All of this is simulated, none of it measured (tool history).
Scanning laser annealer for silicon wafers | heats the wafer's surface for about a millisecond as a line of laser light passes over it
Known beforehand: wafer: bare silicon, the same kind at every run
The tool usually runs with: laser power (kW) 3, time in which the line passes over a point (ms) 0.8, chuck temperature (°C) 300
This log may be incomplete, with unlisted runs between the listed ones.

run	hour	laser power (kW)	time in which the line passes over a point (ms)	chuck temperature (°C)	highest temperature of the surface (°C)
1	0	3	0.8	300	1009
2	18.7	3	0.8	300	1007
3	37.2	3	0.8	300	1009
4	57.3	3	0.8	300	1007
5	69	3	0.8	300	1005
6	87.6	3	0.8	300	1007
7	99.9	3	0.8	305	1010
8	121.1	3	0.8	305	1009
9	143.5	3	0.8	305	1009
10	155.1	3	0.8	305	1010
11	172.5	3	0.738	329	1005
12	188	3	0.846	296	1016
13	211.5	3.269	0.895	328	1146
14	232.4	2.947	0.951	292	1037
15	255.7	2.947	0.951	292	1039
16	271.8	2.947	0.951	292	1038
17	286.3	3.189	0.951	338	1153

Each row is a separate what-if for the run after 17, all from the same tool condition, not one after another. Results?
A	297.1	2.902	0.901	300	?
B	297.1	3.021	0.741	300	?
C	297.1	3.189	0.888	325	?
D	297.1	3.189	0.951	289	?
E	297.1	2.657	0.8	300	?

run	highest temperature of the surface (°C)
A	1016
B	978
C	1109
D	1101
E	907
Take away the tool's hidden state, keep each run's random variation, and the runs would have read:
run	highest temperature of the surface (°C)
A	1044
B	1004
C	1139
D	1132
E	930

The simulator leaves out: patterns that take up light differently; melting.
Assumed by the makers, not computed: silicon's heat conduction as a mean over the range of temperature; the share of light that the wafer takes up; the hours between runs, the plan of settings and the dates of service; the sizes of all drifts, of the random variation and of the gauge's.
